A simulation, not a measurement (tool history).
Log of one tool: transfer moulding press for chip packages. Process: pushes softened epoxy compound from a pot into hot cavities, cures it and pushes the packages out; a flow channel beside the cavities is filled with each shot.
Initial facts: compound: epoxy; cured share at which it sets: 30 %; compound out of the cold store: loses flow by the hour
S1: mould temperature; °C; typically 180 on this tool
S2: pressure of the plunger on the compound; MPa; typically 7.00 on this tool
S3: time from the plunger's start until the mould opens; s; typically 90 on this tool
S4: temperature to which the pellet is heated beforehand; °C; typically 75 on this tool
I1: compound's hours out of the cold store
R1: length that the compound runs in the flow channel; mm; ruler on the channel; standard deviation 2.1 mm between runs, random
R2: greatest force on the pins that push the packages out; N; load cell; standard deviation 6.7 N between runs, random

Run 1, hour 0.0: usual settings; I1 37.4. Result: R1 483 mm, R2 445 N.
Run 2, hour 20.1: usual settings; I1 39.8. Result: R1 474 mm, R2 497 N.
Run 3, hour 38.6: usual settings; I1 8.6. Result: R1 544 mm, R2 539 N.
Run 4, hour 61.5: usual settings; I1 35.1. Result: R1 482 mm, R2 499 N.
Run 5, hour 72.2: usual settings; I1 37.1. Result: R1 475 mm, R2 509 N.
Run 6, hour 91.5: usual settings; I1 42.1. Result: R1 461 mm, R2 377 N.
Run 7, hour 111.6: usual settings; I1 47.5. Result: R1 447 mm, R2 427 N.
Run 8, hour 139.4: usual settings; I1 40.4. Result: R1 457 mm, R2 334 N.
Run 9, hour 160.1: usual settings but S2 7.71 MPa; I1 21.3. Result: R1 522 mm, R2 414 N.
Run 10, hour 175.2: usual settings but S2 6.91 MPa; I1 14.5. Result: R1 508 mm, R2 444 N.
Run 11, hour 200.3: usual settings but S2 6.91 MPa; I1 25.8. Result: R1 476 mm, R2 353 N.
Run 12, hour 213.6: usual settings; I1 44.7. Result: R1 476 mm, R2 371 N.
Run 13, hour 238.5: usual settings; I1 8.2. Result: R1 561 mm, R2 464 N.
Run 14, hour 251.2: usual settings; I1 44.7. Result: R1 472 mm, R2 454 N.
Run 15, hour 277.4: usual settings; I1 15.9. Result: R1 531 mm, R2 415 N.
Run 16, hour 291.5: usual settings but S3 87 s; I1 45.2. Result: R1 465 mm, R2 456 N.
Run 17, hour 308.8: usual settings but S1 185 °C, S2 7.09 MPa, S3 128 s, S4 77 °C; I1 10.9. Result: R1 536 mm, R2 405 N.
Run 18, hour 329.6: usual settings but S1 173 °C, S3 83 s; I1 10.0. Result: R1 554 mm, R2 751 N.
Run 19, hour 346.9: usual settings but S1 173 °C, S3 104 s, S4 78 °C; I1 19.4. Result: R1 527 mm, R2 481 N.
Run 20, hour 367.6: usual settings but S1 173 °C, S2 5.58 MPa, S3 104 s, S4 76 °C; I1 42.0. Result: R1 419 mm, R2 515 N.
Run 21, hour 393.7: usual settings but S1 173 °C, S2 7.33 MPa, S3 104 s, S4 67 °C; I1 36.4. Result: R1 495 mm, R2 422 N.
Run 22, hour 409.4: usual settings but S1 173 °C, S2 7.29 MPa, S3 89 s, S4 67 °C; I1 30.7. Result: R1 502 mm, R2 665 N.
Run 23, hour 427.9: usual settings but S1 173 °C, S2 7.29 MPa, S3 89 s, S4 67 °C; I1 43.1. Result: R1 471 mm, R2 678 N.
Run 24, hour 456.1: usual settings but S1 185 °C, S3 71 s; I1 15.9. Result: R1 502 mm, R2 516 N.
Run 25, hour 476.8: usual settings but S1 185 °C, S3 71 s; I1 19.9. Result: R1 486 mm, R2 594 N.
Run 26, hour 489.9: usual settings but S3 72 s; I1 8.4. Result: R1 565 mm, R2 834 N.
Run 27, hour 513.7: usual settings but S1 184 °C, S3 110 s; I1 45.5. Result: R1 466 mm, R2 354 N.

Not shown here: 12 entries made in the log between runs. Locate each between two listed runs and compare the hidden state at the listed run before it with the hidden state at the listed run after it:
From run 1 to run 2: cavities cleaned with cleaning compound and waxed (hour 20.1)
  true mould temperature over the reading, C: 0.96 -> 0.98; pressure that reaches the compound, % of what is set: 95.9 -> 94.81; grip of the stained cavities, % over clean ones': 40.1 -> 56.7
  measured less the result without the state, R1: -12 -> -14 mm; R2: +116 -> +168 N
From run 5 to run 6: cavities cleaned with cleaning compound and waxed (hour 78.1)
  true mould temperature over the reading, C: 1.05 -> 1.07; pressure that reaches the compound, % of what is set: 91.85 -> 90.84; grip of the stained cavities, % over clean ones': 57 -> 18
  measured less the result without the state, R1: -22 -> -24 mm; R2: +171 -> +45 N
From run 7 to run 8: cavities cleaned with cleaning compound and waxed, once more (hour 137.3)
  true mould temperature over the reading, C: 1.09 -> 1.12; pressure that reaches the compound, % of what is set: 89.65 -> 88.25; grip of the stained cavities, % over clean ones': 33.7 -> 7.1
  measured less the result without the state, R1: -27 -> -32 mm; R2: +95 -> +9 N
From run 10 to run 11: cavities cleaned with cleaning compound and waxed (hour 196.0)
  true mould temperature over the reading, C: 1.16 -> 1.19; pressure that reaches the compound, % of what is set: 86.29 -> 84.98; grip of the stained cavities, % over clean ones': 38.1 -> 8.5
  measured less the result without the state, R1: -41 -> -42 mm; R2: +107 -> +12 N
From run 11 to run 12: plunger's sealing rings changed (hour 208.3)
  true mould temperature over the reading, C: 1.19 -> 1.2; pressure that reaches the compound, % of what is set: 84.98 -> 99.62; grip of the stained cavities, % over clean ones': 8.5 -> 20.6
  measured less the result without the state, R1: -42 -> -3 mm; R2: +12 -> +51 N
From run 14 to run 15: cavities cleaned with cleaning compound and waxed (hour 256.6)
  true mould temperature over the reading, C: 1.24 -> 1.27; pressure that reaches the compound, % of what is set: 97.53 -> 96.07; grip of the stained cavities, % over clean ones': 44.4 -> 25.1
  measured less the result without the state, R1: -9 -> -13 mm; R2: +128 -> +65 N
From run 17 to run 18: cavities cleaned with cleaning compound and waxed (hour 314.4)
  true mould temperature over the reading, C: 1.31 -> 1.33; pressure that reaches the compound, % of what is set: 94.31 -> 93.27; grip of the stained cavities, % over clean ones': 43.7 -> 21.9
  measured less the result without the state, R1: -18 -> -23 mm; R2: +123 -> +71 N
From run 20 to run 21: cavities cleaned with cleaning compound and waxed (hour 372.4)
  true mould temperature over the reading, C: 1.37 -> 1.4; pressure that reaches the compound, % of what is set: 91.17 -> 89.68; grip of the stained cavities, % over clean ones': 44.2 -> 25.9
  measured less the result without the state, R1: -22 -> -31 mm; R2: +133 -> +62 N
From run 23 to run 24: cavities cleaned with cleaning compound and waxed (hour 431.2); mould's thermocouples calibrated (hour 454.8)
  true mould temperature over the reading, C: 1.44 -> 0.17; pressure that reaches the compound, % of what is set: 87.84 -> 86.46; grip of the stained cavities, % over clean ones': 45 -> 25.9
  measured less the result without the state, R1: -35 -> -38 mm; R2: +163 -> +102 N
From run 25 to run 26: plunger's sealing rings changed (hour 485.6)
  true mould temperature over the reading, C: 0.19 -> 0.2; pressure that reaches the compound, % of what is set: 85.34 -> 99.05; grip of the stained cavities, % over clean ones': 38.9 -> 43.6
  measured less the result without the state, R1: -40 -> -4 mm; R2: +160 -> +244 N
From run 26 to run 27: cavities cleaned with cleaning compound and waxed (hour 493.3)
  true mould temperature over the reading, C: 0.2 -> 0.23; pressure that reaches the compound, % of what is set: 99.05 -> 97.84; grip of the stained cavities, % over clean ones': 43.6 -> 23.2
  measured less the result without the state, R1: -4 -> -5 mm; R2: +244 -> +66 N

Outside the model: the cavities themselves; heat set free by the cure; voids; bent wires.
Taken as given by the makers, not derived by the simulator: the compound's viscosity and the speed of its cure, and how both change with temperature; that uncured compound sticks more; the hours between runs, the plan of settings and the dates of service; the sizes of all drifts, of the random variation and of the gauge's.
